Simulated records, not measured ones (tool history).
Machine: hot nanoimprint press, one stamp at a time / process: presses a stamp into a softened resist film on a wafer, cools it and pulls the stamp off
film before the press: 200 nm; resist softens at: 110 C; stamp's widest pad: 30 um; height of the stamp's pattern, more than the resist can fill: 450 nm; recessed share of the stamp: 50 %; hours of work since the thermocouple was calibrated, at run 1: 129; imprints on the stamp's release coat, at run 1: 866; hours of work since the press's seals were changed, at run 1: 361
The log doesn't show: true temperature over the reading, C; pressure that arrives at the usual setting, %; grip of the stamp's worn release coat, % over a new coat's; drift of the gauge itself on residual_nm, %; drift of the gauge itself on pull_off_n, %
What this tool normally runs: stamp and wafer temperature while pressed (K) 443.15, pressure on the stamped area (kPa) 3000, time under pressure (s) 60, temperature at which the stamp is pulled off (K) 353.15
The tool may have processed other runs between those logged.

run,day,stamp and wafer temperature while pressed (K),pressure on the stamped area (kPa),time under pressure (s),temperature at which the stamp is pulled off (K),hours of work since the thermocouple was calibrated,imprints on the stamp's release coat,hours of work since the press's seals were changed,resist left under the stamp's widest pad (Å),greatest force while the stamp is pulled off (N)
1,0.000,443.15,3000,60,353.15,129,866,361,1074,292
2,1.529,443.15,3000,60,353.15,153,1025,385,1088,295
3,2.929,443.15,3000,60,353.15,175,1171,406,1075,306
4,4.071,443.15,3000,60,353.15,193,1291,424,1100,320
5,4.988,436.15,3000,60,353.15,207,1386,438,1358,322
# day 6.767: stamp cleaned and given a new release coat
6,6.862,436.15,3000,60,353.15,232,10,464,1354,241
7,8.512,443.15,3000,59,353.15,258,182,489,1082,243
8,10.071,443.15,2870,60,353.15,282,345,514,1096,266
9,11.675,443.15,2870,60,353.15,307,512,539,1118,269
10,12.983,443.15,3000,60,353.15,328,648,559,1106,270
11,13.921,443.15,3000,84,353.15,342,746,574,982,273
12,14.958,443.15,3000,84,353.15,358,854,590,971,294
13,16.088,453.15,3490,84,360.15,376,972,607,656,259
14,16.892,453.15,2250,84,360.15,389,1056,620,791,267
15,18.608,443.15,2040,111,348.15,415,1236,647,1049,359
16,19.571,443.15,2040,111,348.15,430,1336,662,1037,366
17,20.958,443.15,4050,44,353.15,452,1481,683,1119,339
# day 21.817: stamp cleaned and given a new release coat
18,22.771,443.15,3000,115,360.15,476,100,708,887,219
19,23.529,443.15,2260,60,353.15,488,179,720,1233,251
20,24.658,443.15,2260,60,353.15,506,297,737,1222,255
# day 26.017: press's hydraulic seals changed and the load cell set to zero
21,26.017,443.15,2260,60,353.15,522,404,0,1238,267
22,27.404,443.15,2260,60,353.15,543,548,22,1241,279

The next listed run, before its measurement:
23,28.654,443.15,2240,35,353.15,563,679,41,?,?

{"run 23": {"resist left under the stamp's widest pad (Å)": 1452, "greatest force while the stamp is pulled off (N)": 290}}
With no hidden state in the tool, this same run would have given resist left under the stamp's widest pad (Å) 1386, greatest force while the stamp is pulled off (N) 238.
